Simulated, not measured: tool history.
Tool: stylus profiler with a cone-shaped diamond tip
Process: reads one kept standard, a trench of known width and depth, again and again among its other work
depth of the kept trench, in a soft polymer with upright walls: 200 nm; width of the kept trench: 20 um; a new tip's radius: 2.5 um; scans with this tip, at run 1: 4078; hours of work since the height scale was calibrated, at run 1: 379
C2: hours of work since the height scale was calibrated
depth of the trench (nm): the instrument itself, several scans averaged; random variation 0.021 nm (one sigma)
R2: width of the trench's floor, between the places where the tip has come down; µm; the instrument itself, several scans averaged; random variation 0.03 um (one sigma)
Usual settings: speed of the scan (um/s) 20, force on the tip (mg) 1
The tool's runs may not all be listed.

{"run": 1, "day": 0.0, "speed of the scan (um/s)": 20, "force on the tip (mg)": 1, "scans with this tip": 4078, "C2": 379, "depth of the trench (nm)": 201.85, "R2": 16.94}
{"run": 2, "day": 1.7, "speed of the scan (um/s)": 5, "force on the tip (mg)": 1, "scans with this tip": 4298, "C2": 400, "depth of the trench (nm)": 201.89, "R2": 17.04}
{"run": 3, "day": 3.733, "speed of the scan (um/s)": 5, "force on the tip (mg)": 1, "scans with this tip": 4561, "C2": 424, "depth of the trench (nm)": 201.9, "R2": 17.04}
{"run": 4, "day": 5.912, "speed of the scan (um/s)": 5, "force on the tip (mg)": 1, "scans with this tip": 4843, "C2": 451, "depth of the trench (nm)": 201.91, "R2": 16.93}
{"run": 5, "day": 8.096, "speed of the scan (um/s)": 5, "force on the tip (mg)": 1, "scans with this tip": 5125, "C2": 477, "depth of the trench (nm)": 201.9, "R2": 16.84}
{"run": 6, "day": 9.271, "speed of the scan (um/s)": 20, "force on the tip (mg)": 1, "scans with this tip": 5277, "C2": 491, "depth of the trench (nm)": 201.89, "R2": 16.73}
{"run": 7, "day": 11.45, "speed of the scan (um/s)": 20, "force on the tip (mg)": 1, "scans with this tip": 5559, "C2": 517, "depth of the trench (nm)": 201.92, "R2": 16.7}
{"run": 8, "day": 12.438, "speed of the scan (um/s)": 20, "force on the tip (mg)": 1, "scans with this tip": 5687, "C2": 529, "depth of the trench (nm)": 201.92, "R2": 16.67}
{"run": 9, "day": 14.625, "speed of the scan (um/s)": 7, "force on the tip (mg)": 1, "scans with this tip": 5970, "C2": 555, "depth of the trench (nm)": 201.93, "R2": 16.72}
{"run": 10, "day": 16.454, "speed of the scan (um/s)": 20, "force on the tip (mg)": 1, "scans with this tip": 6206, "C2": 577, "depth of the trench (nm)": 201.96, "R2": 16.55}
{"run": 11, "day": 17.567, "speed of the scan (um/s)": 20, "force on the tip (mg)": 1, "scans with this tip": 6350, "C2": 591, "depth of the trench (nm)": 201.94, "R2": 16.62}
{"run": 12, "day": 18.779, "speed of the scan (um/s)": 20, "force on the tip (mg)": 1, "scans with this tip": 6507, "C2": 605, "depth of the trench (nm)": 201.95, "R2": 16.53}
{"run": 13, "day": 20.204, "speed of the scan (um/s)": 20, "force on the tip (mg)": 1, "scans with this tip": 6692, "C2": 623, "depth of the trench (nm)": 201.93, "R2": 16.52}
{"run": 14, "day": 21.675, "speed of the scan (um/s)": 20, "force on the tip (mg)": 0.45, "scans with this tip": 6882, "C2": 640, "depth of the trench (nm)": 201.18, "R2": 16.42}
{"run": 15, "day": 22.958, "speed of the scan (um/s)": 20, "force on the tip (mg)": 1.02, "scans with this tip": 7047, "C2": 656, "depth of the trench (nm)": 201.95, "R2": 16.44}
{"run": 16, "day": 25.125, "speed of the scan (um/s)": 20, "force on the tip (mg)": 1, "scans with this tip": 7328, "C2": 682, "depth of the trench (nm)": 201.89, "R2": 16.47}
{"run": 17, "day": 26.688, "speed of the scan (um/s)": 20, "force on the tip (mg)": 1, "scans with this tip": 7530, "C2": 701, "depth of the trench (nm)": 201.97, "R2": 16.36}
{"run": 18, "day": 28.846, "speed of the scan (um/s)": 20, "force on the tip (mg)": 0.34, "scans with this tip": 7809, "C2": 726, "depth of the trench (nm)": 201.05, "R2": 16.2}
{"run": 19, "day": 29.821, "speed of the scan (um/s)": 20, "force on the tip (mg)": 0.34, "scans with this tip": 7935, "C2": 738, "depth of the trench (nm)": 201.06, "R2": 16.22}
{"run": 20, "day": 31.412, "speed of the scan (um/s)": 20, "force on the tip (mg)": 0.34, "scans with this tip": 8141, "C2": 757, "depth of the trench (nm)": 201.05, "R2": 16.2}
{"run": 21, "day": 32.696, "speed of the scan (um/s)": 20, "force on the tip (mg)": 1, "scans with this tip": 8307, "C2": 773, "depth of the trench (nm)": 201.97, "R2": 16.26}
{"run": 22, "day": 33.9, "speed of the scan (um/s)": 22, "force on the tip (mg)": 1.6, "scans with this tip": 8463, "C2": 787, "depth of the trench (nm)": 202.62, "R2": 16.26}
{"run": 23, "day": 34.942, "speed of the scan (um/s)": 22, "force on the tip (mg)": 1.6, "scans with this tip": 8597, "C2": 800, "depth of the trench (nm)": 202.67, "R2": 16.25}
{"run": 24, "day": 37.138, "speed of the scan (um/s)": 22, "force on the tip (mg)": 2.42, "scans with this tip": 8882, "C2": 826, "depth of the trench (nm)": 203.43, "R2": 16.19}
{"day": 37.725, "done": "new tip fitted, height scale calibrated"}
{"run": 25, "day": 38.958, "speed of the scan (um/s)": 22, "force on the tip (mg)": 2.42, "scans with this tip": 159, "C2": 15, "depth of the trench (nm)": 203.29, "R2": 17.88}
{"run": 26, "day": 40.446, "speed of the scan (um/s)": 22, "force on the tip (mg)": 2.42, "scans with this tip": 352, "C2": 33, "depth of the trench (nm)": 203.29, "R2": 17.79}
{"run": 27, "day": 42.529, "speed of the scan (um/s)": 78, "force on the tip (mg)": 2.54, "scans with this tip": 621, "C2": 58, "depth of the trench (nm)": 203.37, "R2": 17.55}
{"run": 28, "day": 44.038, "speed of the scan (um/s)": 78, "force on the tip (mg)": 2.54, "scans with this tip": 816, "C2": 76, "depth of the trench (nm)": 203.37, "R2": 17.49}
{"run": 29, "day": 45.854, "speed of the scan (um/s)": 14, "force on the tip (mg)": 0.87, "scans with this tip": 1051, "C2": 98, "depth of the trench (nm)": 201.67, "R2": 17.59}
{"run": 30, "day": 46.792, "speed of the scan (um/s)": 14, "force on the tip (mg)": 0.87, "scans with this tip": 1173, "C2": 109, "depth of the trench (nm)": 201.71, "R2": 17.67}
{"run": 31, "day": 48.192, "speed of the scan (um/s)": 31, "force on the tip (mg)": 1.68, "scans with this tip": 1353, "C2": 126, "depth of the trench (nm)": 202.61, "R2": 17.51}
{"run": 32, "day": 49.092, "speed of the scan (um/s)": 31, "force on the tip (mg)": 1.68, "scans with this tip": 1470, "C2": 137, "depth of the trench (nm)": 202.63, "R2": 17.52}
{"run": 33, "day": 50.221, "speed of the scan (um/s)": 7, "force on the tip (mg)": 2.17, "scans with this tip": 1616, "C2": 150, "depth of the trench (nm)": 203.09, "R2": 17.56}
{"run": 34, "day": 52.346, "speed of the scan (um/s)": 7, "force on the tip (mg)": 2.17, "scans with this tip": 1891, "C2": 176, "depth of the trench (nm)": 203.07, "R2": 17.53}
{"run": 35, "day": 54.562, "speed of the scan (um/s)": 52, "force on the tip (mg)": 1.41, "scans with this tip": 2177, "C2": 203, "depth of the trench (nm)": 202.32, "R2": 17.19}
{"run": 36, "day": 56.475, "speed of the scan (um/s)": 52, "force on the tip (mg)": 1.41, "scans with this tip": 2425, "C2": 226, "depth of the trench (nm)": 202.35, "R2": 17.13}
{"run": 37, "day": 57.812, "speed of the scan (um/s)": 52, "force on the tip (mg)": 1.41, "scans with this tip": 2598, "C2": 242, "depth of the trench (nm)": 202.32, "R2": 17.13}
{"run": 38, "day": 59.654, "speed of the scan (um/s)": 51, "force on the tip (mg)": 2.17, "scans with this tip": 2836, "C2": 264, "depth of the trench (nm)": 203.11, "R2": 17.13}
{"run": 39, "day": 60.95, "speed of the scan (um/s)": 51, "force on the tip (mg)": 2.17, "scans with this tip": 3003, "C2": 279, "depth of the trench (nm)": 203.09, "R2": 17.11}
{"run": 40, "day": 62.846, "speed of the scan (um/s)": 51, "force on the tip (mg)": 2.17, "scans with this tip": 3249, "C2": 302, "depth of the trench (nm)": 203.15, "R2": 17.03}
{"run": 41, "day": 64.062, "speed of the scan (um/s)": 32, "force on the tip (mg)": 1.02, "scans with this tip": 3406, "C2": 317, "depth of the trench (nm)": 201.95, "R2": 17.02}

Some steps in depth of the trench (nm) between neighbouring runs. How much of each would the tool show without its hidden state too (settings, what came in, random variation), and how much is left for the hidden state, with any gauge scatter that isn't in both results?
The hidden state here: radius of the tip, um; height scale over the true one, %; drift of the gauge itself on depth_nm, %; drift of the gauge itself on floor_um, %.
Run 1 -> 2: speed of the scan (um/s) 20 -> 5. depth of the trench (nm) +0.04: hidden state +0.01, all else +0.03.
Run 14 -> 15: force on the tip (mg) 0.45 -> 1.02. depth of the trench (nm) +0.77: hidden state +0.02, all else +0.75.
Run 17 -> 18: force on the tip (mg) 1 -> 0.34. depth of the trench (nm) -0.92: hidden state +0, all else -0.92.
Run 24 -> 25: new tip fitted, height scale calibrated. depth of the trench (nm) -0.14: hidden state -0.16, all else +0.02.
Run 28 -> 29: speed of the scan (um/s) 78 -> 14, force on the tip (mg) 2.54 -> 0.87. depth of the trench (nm) -1.7: hidden state +0.01, all else -1.71.
Run 40 -> 41: speed of the scan (um/s) 51 -> 32, force on the tip (mg) 2.17 -> 1.02. depth of the trench (nm) -1.2: hidden state -0.01, all else -1.19.

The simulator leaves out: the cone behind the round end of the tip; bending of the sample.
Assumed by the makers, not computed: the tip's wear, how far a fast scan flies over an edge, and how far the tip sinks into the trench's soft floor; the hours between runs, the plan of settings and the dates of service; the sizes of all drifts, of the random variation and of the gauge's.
